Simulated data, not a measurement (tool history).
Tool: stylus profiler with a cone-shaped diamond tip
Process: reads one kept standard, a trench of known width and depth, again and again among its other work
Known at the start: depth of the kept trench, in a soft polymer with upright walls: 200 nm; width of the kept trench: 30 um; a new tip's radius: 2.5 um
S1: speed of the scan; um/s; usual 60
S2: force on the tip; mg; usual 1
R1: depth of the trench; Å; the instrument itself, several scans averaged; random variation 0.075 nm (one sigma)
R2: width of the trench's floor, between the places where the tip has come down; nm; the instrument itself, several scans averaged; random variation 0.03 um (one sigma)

{"run": 1, "day": 0.0, "S1": 60, "S2": 1, "R1": 2011.7, "R2": 27810}
{"run": 2, "day": 1.633, "S1": 60, "S2": 0.57, "R1": 2007, "R2": 27840}
{"run": 3, "day": 3.162, "S1": 60, "S2": 0.57, "R1": 2007.9, "R2": 27820}
{"run": 4, "day": 4.108, "S1": 60, "S2": 0.57, "R1": 2007.4, "R2": 27820}
{"run": 5, "day": 5.283, "S1": 60, "S2": 0.57, "R1": 2008.1, "R2": 27780}
{"run": 6, "day": 6.142, "S1": 60, "S2": 0.57, "R1": 2006.6, "R2": 27730}
{"run": 7, "day": 7.283, "S1": 60, "S2": 1, "R1": 2011.3, "R2": 27860}
{"run": 8, "day": 8.279, "S1": 60, "S2": 1, "R1": 2011.8, "R2": 27850}
{"run": 9, "day": 9.017, "S1": 181, "S2": 1, "R1": 2012.9, "R2": 27580}
{"run": 10, "day": 10.242, "S1": 181, "S2": 1.85, "R1": 2017.1, "R2": 27700}
{"run": 11, "day": 11.683, "S1": 20, "S2": 1, "R1": 2012.3, "R2": 28050}
{"run": 12, "day": 12.908, "S1": 78, "S2": 0.43, "R1": 2006.3, "R2": 27720}
{"run": 13, "day": 14.342, "S1": 173, "S2": 1.13, "R1": 2013.5, "R2": 27590}
{"run": 14, "day": 15.204, "S1": 173, "S2": 1.13, "R1": 2012.5, "R2": 27580}
{"run": 15, "day": 16.375, "S1": 24, "S2": 1.22, "R1": 2013.4, "R2": 27920}
{"run": 16, "day": 17.933, "S1": 30, "S2": 0.43, "R1": 2005.8, "R2": 27940}
{"run": 17, "day": 18.783, "S1": 30, "S2": 0.43, "R1": 2007.4, "R2": 27910}
{"run": 18, "day": 20.35, "S1": 189, "S2": 1, "R1": 2010.6, "R2": 27500}
{"run": 19, "day": 21.492, "S1": 83, "S2": 1.26, "R1": 2013.6, "R2": 27870}
{"run": 20, "day": 22.512, "S1": 125, "S2": 1.85, "R1": 2017.1, "R2": 27760}
{"run": 21, "day": 23.85, "S1": 18, "S2": 0.47, "R1": 2008.8, "R2": 27980}

Forecast each of these 5 alternatives for the next run:
{"run": "A", "day": 24.883, "S1": 25, "S2": 1, "R1": "?", "R2": "?"}
{"run": "B", "day": 24.883, "S1": 21, "S2": 1.78, "R1": "?", "R2": "?"}
{"run": "C", "day": 24.883, "S1": 179, "S2": 0.6, "R1": "?", "R2": "?"}
{"run": "D", "day": 24.883, "S1": 19, "S2": 0.47, "R1": "?", "R2": "?"}
{"run": "E", "day": 24.883, "S1": 22, "S2": 0.55, "R1": "?", "R2": "?"}

run=A R1=2011.7 R2=27940
run=B R1=2017.4 R2=27970
run=C R1=2008.7 R2=27410
run=D R1=2007.7 R2=27950
run=E R1=2007.9 R2=27980
Without the tool's hidden state the same runs would have given:
run=A R1=2011.7 R2=27950
run=B R1=2017.4 R2=27980
run=C R1=2008.8 R2=27420
run=D R1=2007.8 R2=27970
run=E R1=2007.9 R2=27990
